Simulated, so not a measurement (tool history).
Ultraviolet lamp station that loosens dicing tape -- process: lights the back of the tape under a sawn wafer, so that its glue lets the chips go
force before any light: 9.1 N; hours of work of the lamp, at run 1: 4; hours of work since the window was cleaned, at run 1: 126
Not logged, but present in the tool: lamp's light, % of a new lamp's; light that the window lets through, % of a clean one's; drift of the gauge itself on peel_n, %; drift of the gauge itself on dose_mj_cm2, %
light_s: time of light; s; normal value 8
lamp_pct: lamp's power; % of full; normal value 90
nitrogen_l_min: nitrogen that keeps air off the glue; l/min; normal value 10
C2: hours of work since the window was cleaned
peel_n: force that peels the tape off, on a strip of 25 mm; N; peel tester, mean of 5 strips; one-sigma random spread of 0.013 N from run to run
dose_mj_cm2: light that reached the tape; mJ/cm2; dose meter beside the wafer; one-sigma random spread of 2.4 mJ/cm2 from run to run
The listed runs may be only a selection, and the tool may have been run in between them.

{"run": 1, "hour": 0.0, "light_s": 8, "lamp_pct": 90, "nitrogen_l_min": 10, "hours of work of the lamp": 4, "C2": 126, "peel_n": 0.652, "dose_mj_cm2": 252}
{"run": 2, "hour": 7.2, "light_s": 8, "lamp_pct": 90, "nitrogen_l_min": 10, "hours of work of the lamp": 8, "C2": 130, "peel_n": 0.669, "dose_mj_cm2": 248}
{"run": 3, "hour": 13.8, "light_s": 8, "lamp_pct": 90, "nitrogen_l_min": 10, "hours of work of the lamp": 11, "C2": 133, "peel_n": 0.637, "dose_mj_cm2": 252}
{"run": 4, "hour": 23.3, "light_s": 8, "lamp_pct": 90, "nitrogen_l_min": 10, "hours of work of the lamp": 16, "C2": 138, "peel_n": 0.671, "dose_mj_cm2": 249}
{"run": 5, "hour": 34.3, "light_s": 8, "lamp_pct": 90, "nitrogen_l_min": 10, "hours of work of the lamp": 22, "C2": 144, "peel_n": 0.675, "dose_mj_cm2": 249}
{"run": 6, "hour": 45.1, "light_s": 8, "lamp_pct": 90, "nitrogen_l_min": 10, "hours of work of the lamp": 27, "C2": 149, "peel_n": 0.69, "dose_mj_cm2": 247}
{"run": 7, "hour": 56.4, "light_s": 8, "lamp_pct": 90, "nitrogen_l_min": 10, "hours of work of the lamp": 33, "C2": 155, "peel_n": 0.672, "dose_mj_cm2": 244}
{"run": 8, "hour": 62.2, "light_s": 8, "lamp_pct": 64, "nitrogen_l_min": 10, "hours of work of the lamp": 36, "C2": 158, "peel_n": 1.29, "dose_mj_cm2": 178}
{"run": 9, "hour": 71.9, "light_s": 8, "lamp_pct": 90, "nitrogen_l_min": 10, "hours of work of the lamp": 41, "C2": 163, "peel_n": 0.678, "dose_mj_cm2": 242}
{"hour": 73.2, "done": "window cleaned of glue's vapour"}
{"run": 10, "hour": 79.0, "light_s": 8, "lamp_pct": 90, "nitrogen_l_min": 10, "hours of work of the lamp": 45, "C2": 3, "peel_n": 0.745, "dose_mj_cm2": 238}
{"run": 11, "hour": 84.6, "light_s": 8, "lamp_pct": 90, "nitrogen_l_min": 4, "hours of work of the lamp": 48, "C2": 6, "peel_n": 1.598, "dose_mj_cm2": 236}
{"run": 12, "hour": 96.4, "light_s": 11, "lamp_pct": 86, "nitrogen_l_min": 4, "hours of work of the lamp": 54, "C2": 12, "peel_n": 0.969, "dose_mj_cm2": 311}
{"run": 13, "hour": 109.1, "light_s": 14, "lamp_pct": 60, "nitrogen_l_min": 10, "hours of work of the lamp": 60, "C2": 19, "peel_n": 0.559, "dose_mj_cm2": 274}
{"run": 14, "hour": 115.0, "light_s": 14, "lamp_pct": 74, "nitrogen_l_min": 10, "hours of work of the lamp": 63, "C2": 22, "peel_n": 0.383, "dose_mj_cm2": 338}
{"run": 15, "hour": 122.0, "light_s": 13, "lamp_pct": 84, "nitrogen_l_min": 10, "hours of work of the lamp": 67, "C2": 25, "peel_n": 0.363, "dose_mj_cm2": 354}
{"run": 16, "hour": 135.7, "light_s": 12, "lamp_pct": 64, "nitrogen_l_min": 10, "hours of work of the lamp": 74, "C2": 32, "peel_n": 0.683, "dose_mj_cm2": 249}
{"run": 17, "hour": 144.4, "light_s": 12, "lamp_pct": 64, "nitrogen_l_min": 10, "hours of work of the lamp": 79, "C2": 37, "peel_n": 0.678, "dose_mj_cm2": 245}
{"hour": 147.0, "done": "window cleaned of glue's vapour, once more"}
{"run": 18, "hour": 156.5, "light_s": 12, "lamp_pct": 64, "nitrogen_l_min": 10, "hours of work of the lamp": 85, "C2": 5, "peel_n": 0.555, "dose_mj_cm2": 274}
{"run": 19, "hour": 164.4, "light_s": 6, "lamp_pct": 77, "nitrogen_l_min": 9, "hours of work of the lamp": 89, "C2": 9, "peel_n": 1.526, "dose_mj_cm2": 166}
{"run": 20, "hour": 176.2, "light_s": 6, "lamp_pct": 77, "nitrogen_l_min": 9, "hours of work of the lamp": 95, "C2": 15, "peel_n": 1.543, "dose_mj_cm2": 168}

Below are 3 alternative next runs, each starting from the tool's condition after run 20. Predict each:
{"run": "A", "hour": 189.2, "light_s": 8, "lamp_pct": 74, "nitrogen_l_min": 6, "hours of work of the lamp": 102, "C2": 22, "peel_n": "?", "dose_mj_cm2": "?"}
{"run": "B", "hour": 189.2, "light_s": 6, "lamp_pct": 71, "nitrogen_l_min": 9, "hours of work of the lamp": 102, "C2": 22, "peel_n": "?", "dose_mj_cm2": "?"}
{"run": "C", "hour": 189.2, "light_s": 4, "lamp_pct": 90, "nitrogen_l_min": 3, "hours of work of the lamp": 102, "C2": 22, "peel_n": "?", "dose_mj_cm2": "?"}

run=A peel_n=1.355 dose_mj_cm2=213
run=B peel_n=1.733 dose_mj_cm2=151
run=C peel_n=3.751 dose_mj_cm2=126
With the hidden condition removed and each run's random variation left untouched, the same runs would have given:
run=A peel_n=1.273 dose_mj_cm2=221
run=B peel_n=1.639 dose_mj_cm2=157
run=C peel_n=3.634 dose_mj_cm2=131
